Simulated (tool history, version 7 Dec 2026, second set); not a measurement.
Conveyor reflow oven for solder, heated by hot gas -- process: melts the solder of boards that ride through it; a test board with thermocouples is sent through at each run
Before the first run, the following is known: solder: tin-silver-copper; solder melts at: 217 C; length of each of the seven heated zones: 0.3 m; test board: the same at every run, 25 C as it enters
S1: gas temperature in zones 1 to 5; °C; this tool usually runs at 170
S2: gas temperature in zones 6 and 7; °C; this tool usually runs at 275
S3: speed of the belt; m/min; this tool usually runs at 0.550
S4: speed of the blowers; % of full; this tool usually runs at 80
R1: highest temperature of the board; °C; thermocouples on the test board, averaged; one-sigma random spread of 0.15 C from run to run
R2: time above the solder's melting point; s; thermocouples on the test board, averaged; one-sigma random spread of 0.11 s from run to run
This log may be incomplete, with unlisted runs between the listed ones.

run   hour   S1   S2     S3  S4     R1    R2
  1    0.0  170  275  0.550  80  253.0  47.7
       8.7  -- flux residue cleaned out of gas plates and filters
  2   32.3  170  270  0.550  80  247.9  44.0
  3   53.3  170  275  0.550  51  243.0  38.6
  4   79.4  170  275  0.550  51  243.2  38.3
  5  115.7  170  275  0.550  51  243.0  38.5
  6  148.0  170  275  0.550  80  251.3  46.4
  7  192.1  170  275  0.550  80  251.2  46.4
     223.0  -- thermocouples of zones 6 and 7 changed
  8  224.7  170  275  0.550  80  252.6  47.6
  9  248.5  170  269  0.550  80  248.1  44.1
     273.5  -- flux residue cleaned out of gas plates and filters, once more
 10  297.0  170  275  0.550  80  256.4  50.4
 11  322.8  170  275  0.550  64  252.3  47.1
 12  368.4  170  275  0.550  64  251.8  47.1
 13  412.0  170  275  0.550  61  251.1  46.1
 14  451.2  177  275  0.550  80  257.0  52.9
 15  494.5  177  275  0.550  80  256.9  52.8
 16  539.3  181  275  0.550  80  257.6  54.4
 17  582.1  159  275  0.657  80  245.5  32.5
 18  620.7  159  275  0.657  80  245.4  32.5
 19  654.2  171  275  0.550  56  248.5  44.5
 20  675.6  164  275  0.462  80  260.0  61.5
 21  704.9  164  275  0.462  80  259.8  61.6
 22  733.0  164  275  0.462  80  259.7  61.2
 23  770.0  156  289  0.462  50  261.7  59.3
 24  792.9  170  275  0.550  77  253.8  48.8
     813.3  -- flux residue cleaned out of gas plates and filters
 25  827.6  170  275  0.550  77  255.4  50.1
 26  863.1  160  269  0.610  80  245.1  35.5
 27  896.1  160  269  0.610  80  244.7  35.5
 28  916.1  160  269  0.610  80  244.9  35.5
 29  960.7  156  289  0.547  58  257.8  47.3
 30  985.8  184  272  0.556  52  247.8  47.5

5 ways to go on from here, each from the tool as it stands after run 30. What would each give?
  A  1008.9  184  288  0.476  64   ?   ?
  B  1008.9  182  272  0.490  86   ?   ?
  C  1008.9  169  274  0.550  80   ?   ?
  D  1008.9  170  268  0.550  80   ?   ?
  E  1008.9  170  263  0.613  76   ?   ?

run     R1    R2
  A  270.3  71.4
  B  258.9  63.7
  C  254.2  49.2
  D  249.2  46.2
  E  240.4  34.2
Without the tool's unlogged condition, the same runs would have read:
run     R1    R2
  A  271.3  70.3
  B  260.1  63.0
  C  255.4  48.8
  D  250.3  46.0
  E  241.5  34.4

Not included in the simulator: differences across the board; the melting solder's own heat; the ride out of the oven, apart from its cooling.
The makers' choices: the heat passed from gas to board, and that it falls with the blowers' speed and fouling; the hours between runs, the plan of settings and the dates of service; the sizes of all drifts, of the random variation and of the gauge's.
